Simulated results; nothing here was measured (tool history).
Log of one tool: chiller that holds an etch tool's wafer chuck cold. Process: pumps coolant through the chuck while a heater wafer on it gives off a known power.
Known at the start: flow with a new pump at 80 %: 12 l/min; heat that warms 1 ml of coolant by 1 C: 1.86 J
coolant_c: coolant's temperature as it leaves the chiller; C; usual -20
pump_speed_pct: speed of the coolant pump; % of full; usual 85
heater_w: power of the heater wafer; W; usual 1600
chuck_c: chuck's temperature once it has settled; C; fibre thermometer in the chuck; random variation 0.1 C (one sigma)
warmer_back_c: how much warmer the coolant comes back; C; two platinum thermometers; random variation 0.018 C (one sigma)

run 1 hour=0 | coolant_c=-20 pump_speed_pct=85 heater_w=1600 | chuck_c=-9.9 warmer_back_c=4.09
run 2 hour=42.6 | coolant_c=-20 pump_speed_pct=85 heater_w=1600 | chuck_c=-9.8 warmer_back_c=4.09
run 3 hour=78.2 | coolant_c=-20 pump_speed_pct=85 heater_w=1600 | chuck_c=-9.9 warmer_back_c=4.07
run 4 hour=133.5 | coolant_c=-20 pump_speed_pct=94 heater_w=1600 | chuck_c=-10.7 warmer_back_c=3.67
run 5 hour=206.1 | coolant_c=-20 pump_speed_pct=94 heater_w=1600 | chuck_c=-10.9 warmer_back_c=3.65
run 6 hour=279.1 | coolant_c=-20 pump_speed_pct=94 heater_w=1600 | chuck_c=-10.7 warmer_back_c=3.65
run 7 hour=324.2 | coolant_c=-27 pump_speed_pct=94 heater_w=1600 | chuck_c=-17.7 warmer_back_c=3.69
run 8 hour=393.4 | coolant_c=-20 pump_speed_pct=85 heater_w=1600 | chuck_c=-9.7 warmer_back_c=4.09
run 9 hour=444.2 | coolant_c=-20 pump_speed_pct=85 heater_w=1600 | chuck_c=-9.9 warmer_back_c=4.15
run 10 hour=506.1 | coolant_c=-20 pump_speed_pct=85 heater_w=1600 | chuck_c=-9.5 warmer_back_c=4.06
run 11 hour=580.1 | coolant_c=-20 pump_speed_pct=85 heater_w=1600 | chuck_c=-9.6 warmer_back_c=4.07
-- hour=586.7 chiller's thermometer calibrated
run 12 hour=651.5 | coolant_c=-20 pump_speed_pct=85 heater_w=1184 | chuck_c=-12.4 warmer_back_c=3.04
run 13 hour=723.5 | coolant_c=-28 pump_speed_pct=85 heater_w=1184 | chuck_c=-20.2 warmer_back_c=3.04
run 14 hour=788.8 | coolant_c=-20 pump_speed_pct=85 heater_w=1600 | chuck_c=-9.8 warmer_back_c=4.09
run 15 hour=859.9 | coolant_c=-20 pump_speed_pct=85 heater_w=937 | chuck_c=-14.2 warmer_back_c=2.42
run 16 hour=915.7 | coolant_c=-20 pump_speed_pct=65 heater_w=1600 | chuck_c=-6.8 warmer_back_c=5.5
-- hour=935.5 chiller's thermometer calibrated, once more
run 17 hour=978.2 | coolant_c=-11 pump_speed_pct=62 heater_w=2270 | chuck_c=9.1 warmer_back_c=8.25
run 18 hour=1035.6 | coolant_c=-20 pump_speed_pct=85 heater_w=1228 | chuck_c=-12.1 warmer_back_c=3.15
run 19 hour=1097.1 | coolant_c=-10 pump_speed_pct=86 heater_w=1422 | chuck_c=-0.8 warmer_back_c=3.59
run 20 hour=1136.8 | coolant_c=-23 pump_speed_pct=85 heater_w=1258 | chuck_c=-14.9 warmer_back_c=3.23
run 21 hour=1186.3 | coolant_c=-19 pump_speed_pct=85 heater_w=1596 | chuck_c=-8.3 warmer_back_c=4.09
run 22 hour=1251 | coolant_c=-19 pump_speed_pct=85 heater_w=1596 | chuck_c=-8.2 warmer_back_c=4.11
run 23 hour=1311.7 | coolant_c=-28 pump_speed_pct=77 heater_w=1424 | chuck_c=-17.7 warmer_back_c=4.09
run 24 hour=1349.4 | coolant_c=-28 pump_speed_pct=77 heater_w=1424 | chuck_c=-17.7 warmer_back_c=4.08
run 25 hour=1414.7 | coolant_c=-25 pump_speed_pct=62 heater_w=1416 | chuck_c=-12.5 warmer_back_c=5.15
run 26 hour=1478.7 | coolant_c=-25 pump_speed_pct=62 heater_w=1416 | chuck_c=-12.4 warmer_back_c=5.18
run 27 hour=1521.4 | coolant_c=-11 pump_speed_pct=61 heater_w=1600 | chuck_c=3.3 warmer_back_c=5.9
run 28 hour=1564.4 | coolant_c=-23 pump_speed_pct=85 heater_w=2228 | chuck_c=-8 warmer_back_c=5.74
run 29 hour=1628.4 | coolant_c=-23 pump_speed_pct=85 heater_w=2228 | chuck_c=-8.2 warmer_back_c=5.7
run 30 hour=1682.5 | coolant_c=-20 pump_speed_pct=79 heater_w=1148 | chuck_c=-11.7 warmer_back_c=3.19
run 31 hour=1756.8 | coolant_c=-17 pump_speed_pct=80 heater_w=2279 | chuck_c=-0.8 warmer_back_c=6.28
run 32 hour=1801.9 | coolant_c=-21 pump_speed_pct=80 heater_w=1692 | chuck_c=-9 warmer_back_c=4.66

The same runs without the tool's hidden state, with the same run-to-run variation:
The hidden state here: heat passed by the chuck's channels, % of clean ones'; flow at a given pump speed, % of a new pump's; coolant's true temperature over the reading, C; drift of the gauge itself on chuck_c, C; drift of the gauge itself on warmer_back_c, C.
run=1 chuck_c=-10.4 warmer_back_c=4.03
run=2 chuck_c=-10.3 warmer_back_c=4.03
run=3 chuck_c=-10.5 warmer_back_c=4
run=4 chuck_c=-11.2 warmer_back_c=3.61
run=5 chuck_c=-11.4 warmer_back_c=3.59
run=6 chuck_c=-11.2 warmer_back_c=3.59
run=7 chuck_c=-18.2 warmer_back_c=3.63
run=8 chuck_c=-10.3 warmer_back_c=4.02
run=9 chuck_c=-10.5 warmer_back_c=4.07
run=10 chuck_c=-10.1 warmer_back_c=3.99
run=11 chuck_c=-10.2 warmer_back_c=3.99
run=12 chuck_c=-12.8 warmer_back_c=2.99
run=13 chuck_c=-20.6 warmer_back_c=2.98
run=14 chuck_c=-10.4 warmer_back_c=4.01
run=15 chuck_c=-14.5 warmer_back_c=2.37
run=16 chuck_c=-7.7 warmer_back_c=5.39
run=17 chuck_c=7.5 warmer_back_c=8.09
run=18 chuck_c=-12.8 warmer_back_c=3.08
run=19 chuck_c=-1.6 warmer_back_c=3.52
run=20 chuck_c=-15.5 warmer_back_c=3.16
run=21 chuck_c=-9.2 warmer_back_c=4
run=22 chuck_c=-9.1 warmer_back_c=4.02
run=23 chuck_c=-18.6 warmer_back_c=4
run=24 chuck_c=-18.5 warmer_back_c=3.99
run=25 chuck_c=-13.6 warmer_back_c=5.03
run=26 chuck_c=-13.5 warmer_back_c=5.06
run=27 chuck_c=2 warmer_back_c=5.76
run=28 chuck_c=-9.3 warmer_back_c=5.6
run=29 chuck_c=-9.5 warmer_back_c=5.56
run=30 chuck_c=-12.4 warmer_back_c=3.12
run=31 chuck_c=-2.2 warmer_back_c=6.12
run=32 chuck_c=-10.1 warmer_back_c=4.54
